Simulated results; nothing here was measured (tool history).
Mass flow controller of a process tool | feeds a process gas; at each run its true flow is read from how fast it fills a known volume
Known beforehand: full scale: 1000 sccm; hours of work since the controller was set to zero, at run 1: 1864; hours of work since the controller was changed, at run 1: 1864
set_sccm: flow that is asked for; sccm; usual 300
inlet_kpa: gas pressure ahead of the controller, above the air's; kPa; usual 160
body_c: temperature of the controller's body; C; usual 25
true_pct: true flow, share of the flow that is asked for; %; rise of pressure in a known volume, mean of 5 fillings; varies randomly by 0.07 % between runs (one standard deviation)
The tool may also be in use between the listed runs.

run,hour,set_sccm,inlet_kpa,body_c,hours of work since the controller was set to zero,hours of work since the controller was changed,true_pct
1,0,300,160,25,1864,1864,98.09
2,239.6,375,160,25,2009,2009,98.18
3,492.3,375,160,25,2161,2161,98.12
4,653.5,300,240,25,2258,2258,98.12
5,823.6,300,240,25,2361,2361,98.02
6,1079.2,300,280,25,2515,2515,98.02
7,1375.9,300,255,25,2695,2695,97.79
8,1535.3,300,255,25,2791,2791,97.85
9,1668.2,300,255,25,2871,2871,97.77
10,1839.1,300,255,25,2974,2974,97.61
11,1970.6,300,267,25,3054,3054,97.83
12,2195.4,300,160,25,3189,3189,97.38
13,2395.7,300,160,25,3310,3310,97.35
14,2704.8,300,160,25,3497,3497,97.33
15,2921.9,300,160,25,3628,3628,97.16
16,3087.9,300,160,25,3728,3728,97.24
17,3381.1,300,161,25,3905,3905,97.01
18,3519.1,300,161,25,3988,3988,97.09
19,3787.9,300,160,20,4151,4151,96.48
20,4009.4,300,160,40,4284,4284,98.79
21,4217.9,300,229,40,4410,4410,98.63
22,4399.3,300,229,40,4520,4520,98.68
23,4548.1,317,160,25,4610,4610,96.74
24,4814.4,317,160,25,4770,4770,96.78
25,4945.5,183,160,36,4850,4850,96.75
26,5100,759,160,37,4943,4943,99.3
27,5241,759,160,37,5028,5028,99.29
28,5540.1,129,160,23,5209,5209,93.62
29,5842.3,113,225,22,5391,5391,92.87
30,6140.9,694,146,34,5571,5571,98.65
31,6274.2,187,146,39,5652,5652,96.54
32,6581.9,187,146,39,5837,5837,96.41
33,6820,489,224,24,5981,5981,97.06
34,7025.2,489,224,24,6105,6105,96.96
35,7308.6,489,185,24,6276,6276,96.78
36,7497.6,489,185,24,6390,6390,96.66
37,7741.4,489,185,24,6537,6537,96.61
38,7917.8,300,160,36,6644,6644,96.89
39,8068.6,300,160,36,6735,6735,97.04
40,8377.6,162,241,28,6922,6922,94.01
41,8597.9,546,160,25,7055,7055,96.77
42,8733.7,300,174,25,7137,7137,95.4
43,8984.8,330,160,24,7288,7288,95.43
44,9190.7,330,160,24,7412,7412,95.51
45,9390.6,330,160,24,7533,7533,95.25
46,9628.7,330,160,24,7677,7677,95.14
47,9803.9,269,280,25,7783,7783,94.95
48,9967.9,269,251,27,7882,7882,95.22

For each run, the measured value with the value that run would have given without the tool's hidden condition subtracted. The run-to-run variation is shared by both, the gauge scatter possibly not:
Unlogged tool condition in this case: flow at rest that the sensor doesn't see, % of full scale; true flow over the shown one, %; drift of the gauge itself on true_pct, %.
run,true_pct
1,-1.27
2,-1.19
3,-1.26
4,-1.47
5,-1.53
6,-1.6
7,-1.69
8,-1.73
9,-1.78
10,-1.83
11,-1.86
12,-1.93
13,-2
14,-2.09
15,-2.15
16,-2.21
17,-2.3
18,-2.35
19,-2.43
20,-2.51
21,-2.56
22,-2.62
23,-2.58
24,-2.66
25,-3.84
26,-1.82
27,-1.85
28,-5.32
29,-6.08
30,-2.1
31,-4.34
32,-4.47
33,-2.6
34,-2.64
35,-2.71
36,-2.74
37,-2.81
38,-3.7
39,-3.75
40,-5.8
41,-2.85
42,-3.95
43,-3.81
44,-3.87
45,-3.92
46,-4
47,-4.57
48,-4.64
